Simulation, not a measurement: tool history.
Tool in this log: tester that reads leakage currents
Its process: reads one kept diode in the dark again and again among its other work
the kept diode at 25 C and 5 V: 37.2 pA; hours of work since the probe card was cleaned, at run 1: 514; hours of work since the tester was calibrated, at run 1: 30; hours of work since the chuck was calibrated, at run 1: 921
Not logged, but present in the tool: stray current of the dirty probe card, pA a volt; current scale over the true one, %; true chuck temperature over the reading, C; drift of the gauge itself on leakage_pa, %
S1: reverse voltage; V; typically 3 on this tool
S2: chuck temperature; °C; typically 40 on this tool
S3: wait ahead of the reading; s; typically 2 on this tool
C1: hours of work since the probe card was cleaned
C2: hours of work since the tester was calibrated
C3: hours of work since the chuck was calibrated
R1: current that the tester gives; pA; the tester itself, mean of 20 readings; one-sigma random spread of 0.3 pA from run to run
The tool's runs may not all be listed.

Run 1, hour 0: usual settings; C1 514; C2 30; C3 921. Result: R1 89.12 pA.
Run 2, hour 63.8: usual settings; C1 549; C2 65; C3 955. Result: R1 88.95 pA.
Run 3, hour 161: usual settings; C1 602; C2 118; C3 1008. Result: R1 87.92 pA.
Run 4, hour 242.7: usual settings; C1 647; C2 163; C3 1053. Result: R1 88.17 pA.
Run 5, hour 342.8: usual settings but S2 48 °C; C1 702; C2 218; C3 1108. Result: R1 156.26 pA.
Run 6, hour 414: usual settings; C1 741; C2 257; C3 1147. Result: R1 86.97 pA.
Run 7, hour 503.5: usual settings; C1 789; C2 305; C3 1195. Result: R1 86.67 pA.
Run 8, hour 555.5: usual settings; C1 818; C2 334; C3 1224. Result: R1 86.8 pA.
At hour 563.8: tester calibrated.
At hour 597.7: chuck's temperature calibrated.
Run 9, hour 664.3: usual settings but S2 25 °C, S3 5.93 s; C1 875; C2 54; C3 36. Result: R1 32.55 pA.
Run 10, hour 764.8: usual settings but S1 4.04 V, S2 56 °C, S3 6.19 s; C1 930; C2 109; C3 91. Result: R1 339.61 pA.
Run 11, hour 810.7: usual settings but S1 4.04 V, S2 56 °C, S3 6.19 s; C1 955; C2 134; C3 116. Result: R1 338.73 pA.
Run 12, hour 911.8: usual settings but S1 4.04 V, S2 56 °C, S3 6.19 s; C1 1010; C2 189; C3 172. Result: R1 336.77 pA.
Run 13, hour 960.2: usual settings but S2 33 °C, S3 1.32 s; C1 1037; C2 215; C3 198. Result: R1 59.04 pA.
Run 14, hour 1030.7: usual settings but S1 4.32 V, S2 33 °C, S3 5.32 s; C1 1075; C2 254; C3 236. Result: R1 68.34 pA.

Entry by entry between the runs, the difference in hidden state between the last listed run before and the first listed run after:
From run 8 to run 9: tester calibrated (hour 563.8); chuck's temperature calibrated (hour 597.7)
  stray current of the dirty probe card, pA a volt: 0.64 -> 0.679; current scale over the true one, %: -0.31 -> -0.42; true chuck temperature over the reading, C: -1.95 -> 0.04
  what was measured, less what the result would be without the hidden state, R1: -11.65 -> +1.94 pA
